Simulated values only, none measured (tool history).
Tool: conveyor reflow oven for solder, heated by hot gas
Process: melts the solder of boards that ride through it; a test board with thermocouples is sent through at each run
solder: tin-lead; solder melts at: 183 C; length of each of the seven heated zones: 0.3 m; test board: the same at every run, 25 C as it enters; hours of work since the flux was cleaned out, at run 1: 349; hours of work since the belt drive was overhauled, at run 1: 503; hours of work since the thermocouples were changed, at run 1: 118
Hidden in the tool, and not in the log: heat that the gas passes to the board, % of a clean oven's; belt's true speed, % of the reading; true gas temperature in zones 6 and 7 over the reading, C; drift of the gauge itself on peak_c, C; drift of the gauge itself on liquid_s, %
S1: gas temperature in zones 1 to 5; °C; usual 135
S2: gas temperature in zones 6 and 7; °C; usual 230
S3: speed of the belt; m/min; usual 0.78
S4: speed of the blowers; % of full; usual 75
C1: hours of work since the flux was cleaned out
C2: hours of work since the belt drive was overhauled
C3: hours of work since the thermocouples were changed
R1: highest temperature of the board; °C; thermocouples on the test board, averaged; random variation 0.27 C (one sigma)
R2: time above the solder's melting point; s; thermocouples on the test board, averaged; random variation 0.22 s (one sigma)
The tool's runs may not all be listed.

run   hour   S1   S2     S3  S4   C1   C2   C3     R1    R2
  1      0  135  230   0.78  75  349  503  118  205.4    26
  2   20.5  135  230   0.78  57  360  514  129  199.2  20.7
  3   29.2  135  243   0.78  75  364  518  134  214.8    32
  4   46.4  135  243   0.78  75  374  528  143  214.8  32.1
  5   66.3  135  230  0.668  75  384  538  153  210.5    35
  6   86.2  135  219   0.78  75  395  549  164  196.2  18.4
  7  103.8  135  230  0.795  75  404  558  174  203.6    24
  8  119.7  135  230  0.795  61  413  567  182  199.5  20.3
  9  139.7  135  230  0.795  61  424  577  193  199.5  19.9
 10  160.5  135  230  0.795  61  435  589  204  198.9  19.7
 11  178.2  135  230  0.795  61  444  598  213  198.5  19.5
 12  188.4  135  230  0.795  61  450  604  219    199  19.3
 13  198.6  135  230  0.795  61  455  609  224  198.7  19.4
 14  213.1  135  230  0.795  61  463  617  232  198.5  19.4
 15    226  135  230  0.795  61  470  624  239  199.2  18.9
     241.9  -- flux residue cleaned out of gas plates and filters
 16  242.1  135  227   0.78  75    0  630  245  207.9  28.5
 17  262.2  142  231   0.72  53   11  640  256  207.9  31.6
 18  279.8  147  231  0.641  57   20  650  265  214.3  42.7
 19  295.6  135  230   0.78  55   29  658  274  202.5  24.2
 20  312.3  127  230   0.78  87   38  667  282  211.5  29.1
 21    332  127  230   0.78  87   48  678  293  211.4  29.4
 22    347  128  231   0.78  75   56  686  301  209.1  27.5
 23  356.3  135  224   0.78  78   61  691  306  205.9  27.3
 24  365.1  149  220   0.78  78   66  695  311  204.8  30.3
 25  378.6  149  220   0.78  78   73  703  318  205.3  30.2
 26  398.7  149  220   0.78  78   84  713  329    205  30.3
 27  418.3  120  220  0.711  78   94  724  339  201.9  24.2
 28  431.7  120  220  0.711  78  102  731  346  201.9    24
 29  441.3  143  230   0.78  75  107  736  352  210.7  31.9
 30  461.6  135  227   0.78  85  118  747  362  208.7  29.1
 31    475  135  227   0.78  85  125  754  370  208.9  29.3
 32  494.2  144  243  0.682  59  135  765  380  221.9  42.8

The same runs without the tool's hidden state, with the same run-to-run variation:
run     R1    R2
  1  209.9  29.5
  2  203.5  24.6
  3  220.1  34.8
  4  220.2    35
  5  214.8  38.3
  6  200.8  23.4
  7    209  28.2
  8  204.6  24.9
  9  204.7  24.7
 10  204.3  24.6
 11    204  24.5
 12  204.5  24.3
 13  204.3  24.5
 14  204.3  24.6
 15  205.1  24.2
 16  207.4  27.9
 17  207.5    31
 18    214  42.1
 19  202.3  23.9
 20  211.5    29
 21  211.5  29.3
 22  209.3  27.5
 23  206.1  27.3
 24  204.9  30.3
 25  205.6  30.3
 26  205.3  30.5
 27  202.5  24.7
 28  202.6  24.6
 29  211.4  32.2
 30  209.6  29.7
 31  209.9  29.9
 32  222.7  42.9
